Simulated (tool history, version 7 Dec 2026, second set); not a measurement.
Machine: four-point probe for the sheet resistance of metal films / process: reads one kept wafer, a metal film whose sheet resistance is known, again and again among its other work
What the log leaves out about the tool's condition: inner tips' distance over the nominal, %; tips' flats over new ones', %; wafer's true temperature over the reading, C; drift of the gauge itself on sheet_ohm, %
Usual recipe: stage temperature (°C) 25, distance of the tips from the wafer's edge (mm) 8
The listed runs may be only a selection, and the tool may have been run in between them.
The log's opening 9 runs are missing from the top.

| run | hour | stage temperature (°C) | distance of the tips from the wafer's edge (mm) | touches since the probe head was changed | hours of work since the stage's thermometer was calibrated | sheet resistance as the instrument gives it (ohm/square) |
|---|---|---|---|---|---|---|
| 10 | 294.5 | 25 | 24 | 35978 | 548 | 0.127749 |
| 11 | 336.9 | 25 | 24 | 37727 | 568 | 0.127737 |
| 12 | 374.7 | 25 | 24 | 39293 | 586 | 0.127761 |
| 13 | 404.0 | 25 | 24 | 40500 | 600 | 0.127689 |
| 14 | 430.2 | 30 | 8 | 41584 | 613 | 0.128136 |
| 15 | 465.3 | 25 | 8 | 43033 | 630 | 0.127919 |
| 16 | 507.0 | 25 | 49 | 44757 | 650 | 0.127615 |
| 17 | 540.3 | 25 | 37 | 46134 | 666 | 0.127581 |
| 18 | 569.9 | 21 | 8 | 47354 | 680 | 0.127710 |
| 19 | 607.1 | 19 | 11 | 48892 | 698 | 0.127470 |
| 20 | 647.3 | 21 | 8 | 50551 | 717 | 0.127636 |
| 21 | 671.8 | 21 | 8 | 51563 | 729 | 0.127639 |
| 22 | 696.6 | 20 | 19 | 52588 | 740 | 0.127458 |
| 23 | 715.7 | 27 | 3 | 53380 | 750 | 0.129442 |
| 24 | 737.7 | 28 | 26 | 54288 | 760 | 0.127621 |
| 25 | 767.0 | 27 | 11 | 55496 | 774 | 0.127664 |
| 26 | 797.8 | 32 | 26 | 56771 | 789 | 0.127660 |
| 27 | 826.9 | 18 | 24 | 57974 | 803 | 0.127256 |
| 28 | 857.7 | 28 | 43 | 59244 | 818 | 0.127558 |
| 29 | 894.7 | 29 | 5 | 60775 | 836 | 0.128219 |
| 30 | 922.6 | 35 | 71 | 61926 | 849 | 0.127692 |
| 31 | 954.3 | 35 | 71 | 63238 | 864 | 0.127637 |
| 32 | 987.4 | 23 | 42 | 64606 | 880 | 0.127324 |
| 33 | 1025.9 | 20 | 17 | 66195 | 898 | 0.127236 |

Forecast each of these 5 alternatives for the next run:
| A | 1049.8 | 25 | 40 | 67182 | 910 | ? |
| B | 1049.8 | 25 | 26 | 67182 | 910 | ? |
| C | 1049.8 | 35 | 57 | 67182 | 910 | ? |
| D | 1049.8 | 27 | 44 | 67182 | 910 | ? |
| E | 1049.8 | 33 | 4 | 67182 | 910 | ? |

| run | sheet resistance as the instrument gives it (ohm/square) |
|---|---|
| A | 0.127342 |
| B | 0.127329 |
| C | 0.127635 |
| D | 0.127402 |
| E | 0.128643 |
With no hidden state in the tool, these same runs would have given:
| run | sheet resistance as the instrument gives it (ohm/square) |
|---|---|
| A | 0.127685 |
| B | 0.127672 |
| C | 0.127976 |
| D | 0.127745 |
| E | 0.128987 |
